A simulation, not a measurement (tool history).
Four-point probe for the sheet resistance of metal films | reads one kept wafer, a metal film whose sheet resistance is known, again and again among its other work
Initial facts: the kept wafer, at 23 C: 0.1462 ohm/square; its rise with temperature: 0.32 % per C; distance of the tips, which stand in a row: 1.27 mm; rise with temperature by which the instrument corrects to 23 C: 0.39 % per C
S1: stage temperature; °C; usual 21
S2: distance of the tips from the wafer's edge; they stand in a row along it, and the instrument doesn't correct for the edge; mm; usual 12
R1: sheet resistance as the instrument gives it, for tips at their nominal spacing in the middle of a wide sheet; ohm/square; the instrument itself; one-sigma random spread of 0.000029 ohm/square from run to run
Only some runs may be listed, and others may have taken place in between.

{"run": 1, "hour": 0.0, "S1": 21, "S2": 12, "R1": 0.145827}
{"run": 2, "hour": 84.0, "S1": 20, "S2": 12, "R1": 0.145828}
{"run": 3, "hour": 195.3, "S1": 21, "S2": 14, "R1": 0.145479}
{"run": 4, "hour": 333.4, "S1": 21, "S2": 12, "R1": 0.145602}
{"run": 5, "hour": 427.2, "S1": 21, "S2": 12, "R1": 0.145593}
{"hour": 452.3, "done": "new probe head fitted"}
{"run": 6, "hour": 513.7, "S1": 21, "S2": 10, "R1": 0.148158}
{"run": 7, "hour": 645.0, "S1": 21, "S2": 10, "R1": 0.148055}
{"run": 8, "hour": 734.9, "S1": 21, "S2": 12, "R1": 0.147626}
{"hour": 773.6, "done": "stage's thermometer calibrated"}
{"run": 9, "hour": 868.7, "S1": 21, "S2": 12, "R1": 0.147523}
{"run": 10, "hour": 946.0, "S1": 21, "S2": 40, "R1": 0.146717}
{"run": 11, "hour": 1039.1, "S1": 21, "S2": 40, "R1": 0.146603}
{"hour": 1056.8, "done": "stage's thermometer calibrated, once more"}
{"run": 12, "hour": 1151.8, "S1": 23, "S2": 12, "R1": 0.147391}
{"run": 13, "hour": 1209.5, "S1": 21, "S2": 4, "R1": 0.15425}
{"run": 14, "hour": 1280.9, "S1": 21, "S2": 4, "R1": 0.154189}
{"run": 15, "hour": 1372.5, "S1": 21, "S2": 4, "R1": 0.154126}
{"run": 16, "hour": 1472.4, "S1": 21, "S2": 4, "R1": 0.154161}
{"run": 17, "hour": 1555.3, "S1": 35, "S2": 25, "R1": 0.145293}
{"run": 18, "hour": 1650.3, "S1": 28, "S2": 4, "R1": 0.153202}
{"run": 19, "hour": 1763.9, "S1": 28, "S2": 4, "R1": 0.153143}
{"run": 20, "hour": 1851.2, "S1": 28, "S2": 4, "R1": 0.153093}
{"run": 21, "hour": 1953.7, "S1": 28, "S2": 4, "R1": 0.153023}
{"run": 22, "hour": 2054.9, "S1": 18, "S2": 4, "R1": 0.154157}
{"run": 23, "hour": 2153.3, "S1": 23, "S2": 4, "R1": 0.153538}
{"run": 24, "hour": 2223.4, "S1": 23, "S2": 63, "R1": 0.146043}
{"run": 25, "hour": 2346.5, "S1": 23, "S2": 63, "R1": 0.145947}
{"run": 26, "hour": 2471.0, "S1": 23, "S2": 63, "R1": 0.145914}
{"run": 27, "hour": 2559.7, "S1": 23, "S2": 63, "R1": 0.145863}
{"run": 28, "hour": 2633.4, "S1": 20, "S2": 34, "R1": 0.146178}
{"run": 29, "hour": 2764.5, "S1": 21, "S2": 16, "R1": 0.146424}
{"run": 30, "hour": 2827.9, "S1": 21, "S2": 16, "R1": 0.146388}
{"hour": 2861.8, "done": "stage's thermometer calibrated"}
{"run": 31, "hour": 2949.7, "S1": 21, "S2": 16, "R1": 0.146567}

3 options for the next run, each taken on its own from the tool as it stands now. Forecast them:
{"run": "A", "hour": 3014.3, "S1": 28, "S2": 38, "R1": "?"}
{"run": "B", "hour": 3014.3, "S1": 24, "S2": 16, "R1": "?"}
{"run": "C", "hour": 3014.3, "S1": 34, "S2": 24, "R1": "?"}

run=A R1=0.145352
run=B R1=0.146200
run=C R1=0.144851
Stripped of hidden state, with their random variation kept, the same runs would have yielded:
run=A R1=0.145729
run=B R1=0.146580
run=C R1=0.145227
